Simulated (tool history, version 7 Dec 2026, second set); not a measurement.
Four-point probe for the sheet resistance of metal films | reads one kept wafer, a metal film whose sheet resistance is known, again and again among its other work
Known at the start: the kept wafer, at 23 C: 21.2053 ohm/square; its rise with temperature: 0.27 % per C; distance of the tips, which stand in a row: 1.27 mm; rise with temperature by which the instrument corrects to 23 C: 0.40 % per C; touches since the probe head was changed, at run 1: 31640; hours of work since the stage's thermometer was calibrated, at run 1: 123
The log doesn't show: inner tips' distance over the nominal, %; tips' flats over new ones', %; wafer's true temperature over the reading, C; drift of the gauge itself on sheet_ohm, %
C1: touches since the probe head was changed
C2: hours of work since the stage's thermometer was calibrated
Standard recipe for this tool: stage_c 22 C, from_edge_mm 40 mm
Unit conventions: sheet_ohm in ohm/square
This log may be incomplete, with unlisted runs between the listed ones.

run 1 hour=0.0 | stage_c=22 from_edge_mm=40 | C1=31640 C2=123 | sheet_ohm=21.233647
run 2 hour=20.4 | stage_c=22 from_edge_mm=40 | C1=32565 C2=135 | sheet_ohm=21.230284
run 3 hour=46.9 | stage_c=22 from_edge_mm=40 | C1=33767 C2=151 | sheet_ohm=21.230105
run 4 hour=71.8 | stage_c=22 from_edge_mm=40 | C1=34893 C2=165 | sheet_ohm=21.227413
run 5 hour=96.0 | stage_c=22 from_edge_mm=40 | C1=35992 C2=179 | sheet_ohm=21.222749
run 6 hour=107.6 | stage_c=22 from_edge_mm=11 | C1=36516 C2=186 | sheet_ohm=21.354877
run 7 hour=131.8 | stage_c=22 from_edge_mm=11 | C1=37613 C2=200 | sheet_ohm=21.364994
run 8 hour=146.3 | stage_c=22 from_edge_mm=11 | C1=38270 C2=209 | sheet_ohm=21.358169
run 9 hour=161.3 | stage_c=22 from_edge_mm=20 | C1=38950 C2=218 | sheet_ohm=21.251097
run 10 hour=179.6 | stage_c=22 from_edge_mm=20 | C1=39779 C2=228 | sheet_ohm=21.252171
run 11 hour=199.3 | stage_c=28 from_edge_mm=40 | C1=40673 C2=240 | sheet_ohm=21.053725

Estimate the outcome of run 12 from the log above:
run 12 hour=223.0 | stage_c=23 from_edge_mm=23 | C1=41748 C2=254 | sheet_ohm=?

sheet_ohm: 21.212652 ohm/square
The same run, on a tool lacking any hidden state, would have yielded sheet_ohm 21.240340 ohm/square.

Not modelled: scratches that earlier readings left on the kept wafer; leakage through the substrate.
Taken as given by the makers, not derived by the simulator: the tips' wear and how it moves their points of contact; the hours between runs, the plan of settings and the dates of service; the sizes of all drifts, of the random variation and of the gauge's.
